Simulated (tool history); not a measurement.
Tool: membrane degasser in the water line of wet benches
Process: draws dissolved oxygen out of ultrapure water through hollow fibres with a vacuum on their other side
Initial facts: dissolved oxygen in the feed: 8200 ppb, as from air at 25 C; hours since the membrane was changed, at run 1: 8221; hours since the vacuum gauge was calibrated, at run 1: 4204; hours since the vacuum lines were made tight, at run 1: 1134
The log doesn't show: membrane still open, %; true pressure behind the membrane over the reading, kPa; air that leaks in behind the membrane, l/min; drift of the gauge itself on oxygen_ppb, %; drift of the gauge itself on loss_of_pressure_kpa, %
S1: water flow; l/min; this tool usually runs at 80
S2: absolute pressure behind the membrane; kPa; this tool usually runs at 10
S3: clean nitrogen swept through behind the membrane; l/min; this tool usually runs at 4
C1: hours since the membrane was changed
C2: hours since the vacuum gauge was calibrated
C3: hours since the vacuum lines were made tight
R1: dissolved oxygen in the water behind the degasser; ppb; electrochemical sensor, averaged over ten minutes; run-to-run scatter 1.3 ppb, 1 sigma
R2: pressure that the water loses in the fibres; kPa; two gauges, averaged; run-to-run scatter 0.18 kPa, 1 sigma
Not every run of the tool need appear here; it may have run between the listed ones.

{"run": 1, "hour": 0.0, "S1": 80, "S2": 10, "S3": 4, "C1": 8221, "C2": 4204, "C3": 1134, "R1": 341.5, "R2": 44.78}
{"run": 2, "hour": 181.1, "S1": 80, "S2": 10, "S3": 4, "C1": 8402, "C2": 4385, "C3": 1315, "R1": 339.9, "R2": 44.83}
{"run": 3, "hour": 367.6, "S1": 80, "S2": 10, "S3": 4, "C1": 8588, "C2": 4571, "C3": 1501, "R1": 340.6, "R2": 44.76}
{"run": 4, "hour": 504.5, "S1": 80, "S2": 10, "S3": 4, "C1": 8725, "C2": 4708, "C3": 1638, "R1": 343.2, "R2": 44.96}
{"run": 5, "hour": 701.7, "S1": 80, "S2": 10, "S3": 4, "C1": 8922, "C2": 4905, "C3": 1836, "R1": 343, "R2": 45.17}
{"run": 6, "hour": 843.4, "S1": 80, "S2": 6.1, "S3": 4, "C1": 9064, "C2": 5047, "C3": 1977, "R1": 179.2, "R2": 44.95}
{"run": 7, "hour": 968.2, "S1": 94, "S2": 6.1, "S3": 4, "C1": 9189, "C2": 5172, "C3": 2102, "R1": 236.8, "R2": 53.07}
{"run": 8, "hour": 1186.9, "S1": 80, "S2": 10, "S3": 2.54, "C1": 9408, "C2": 5391, "C3": 2321, "R1": 487.7, "R2": 45.5}
{"run": 9, "hour": 1289.0, "S1": 80, "S2": 13.7, "S3": 1.74, "C1": 9510, "C2": 5493, "C3": 2423, "R1": 923.8, "R2": 45.34}
{"run": 10, "hour": 1408.8, "S1": 54, "S2": 9.8, "S3": 7.61, "C1": 9629, "C2": 5612, "C3": 2543, "R1": 122.9, "R2": 30.9}

5 options for the next run, each taken on its own from the tool as it stands now. Forecast them:
{"hour": 1553.1, "done": "membrane cartridge changed"}
{"run": "A", "hour": 1569.2, "S1": 54, "S2": 8.4, "S3": 3.26, "C1": 16, "C2": 5769, "C3": 2699, "R1": "?", "R2": "?"}
{"hour": 1553.1, "done": "membrane cartridge changed"}
{"run": "B", "hour": 1569.2, "S1": 62, "S2": 6.7, "S3": 1.99, "C1": 16, "C2": 5769, "C3": 2699, "R1": "?", "R2": "?"}
{"hour": 1553.1, "done": "membrane cartridge changed"}
{"run": "C", "hour": 1569.2, "S1": 126, "S2": 9.8, "S3": 11.25, "C1": 16, "C2": 5769, "C3": 2699, "R1": "?", "R2": "?"}
{"hour": 1553.1, "done": "membrane cartridge changed"}
{"run": "D", "hour": 1569.2, "S1": 70, "S2": 9.8, "S3": 7.31, "C1": 16, "C2": 5769, "C3": 2699, "R1": "?", "R2": "?"}
{"hour": 1553.1, "done": "membrane cartridge changed"}
{"run": "E", "hour": 1569.2, "S1": 54, "S2": 23.9, "S3": 3.76, "C1": 16, "C2": 5769, "C3": 2699, "R1": "?", "R2": "?"}

run=A R1=209 R2=27.83
run=B R1=253.7 R2=31.98
run=C R1=315.3 R2=64.82
run=D R1=167.1 R2=35.92
run=E R1=649 R2=27.95
Take away the tool's hidden state, keep each run's random variation, and the runs would have read:
run=A R1=194.9 R2=27.82
run=B R1=230.1 R2=31.97
run=C R1=305.9 R2=64.81
run=D R1=158.5 R2=35.92
run=E R1=636.3 R2=27.94
